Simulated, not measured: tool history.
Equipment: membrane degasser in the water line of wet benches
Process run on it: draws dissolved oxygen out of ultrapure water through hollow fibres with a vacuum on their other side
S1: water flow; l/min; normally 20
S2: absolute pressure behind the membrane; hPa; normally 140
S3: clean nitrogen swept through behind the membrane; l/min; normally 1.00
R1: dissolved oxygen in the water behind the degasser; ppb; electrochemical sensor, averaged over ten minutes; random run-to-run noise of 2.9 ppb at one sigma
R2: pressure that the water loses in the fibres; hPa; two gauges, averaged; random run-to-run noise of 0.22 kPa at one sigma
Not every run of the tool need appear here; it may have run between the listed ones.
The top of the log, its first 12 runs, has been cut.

run	hour	S1	S2	S3	R1	R2
13	656.6	22	140	1.00	517.9	592.2
14	726.4	20	140	0.49	827.5	541.4
# hour 774.0: seals of the vacuum lines changed
15	776.5	20	140	0.49	835.0	541.1
16	808.1	23	140	1.00	532.9	618.9
17	859.7	23	140	1.00	532.0	621.8
18	914.7	23	140	1.00	532.2	621.2
19	973.2	23	140	1.00	531.2	624.0
20	1033.7	23	140	1.00	534.1	618.9
21	1093.3	16	140	1.00	388.2	429.9
22	1160.8	19	187	2.97	240.4	511.5
23	1198.0	19	92	1.77	157.2	517.5
24	1234.5	19	92	1.77	158.8	513.2
25	1269.4	26	307	1.77	854.0	702.2
26	1346.4	26	307	1.13	1221.8	706.0
27	1389.6	27	287	2.59	600.9	730.1
28	1443.7	14	86	1.00	180.1	381.3
29	1511.3	32	120	1.00	591.5	860.9
30	1548.2	19	140	0.46	850.8	517.3
31	1597.7	29	140	1.00	649.7	788.2
32	1638.1	29	140	1.00	649.2	786.1

Alternative continuations, all from the tool just after run 32; predict every row:
A	1685.0	20	140	0.43	?	?
B	1685.0	29	140	1.00	?	?
C	1685.0	15	222	1.51	?	?

run	R1	R2
A	910.1	539.7
B	643.0	785.4
C	434.0	405.8
Without the tool's unlogged condition, the same runs would have read:
run	R1	R2
A	886.7	532.9
B	625.0	775.6
C	425.0	400.7
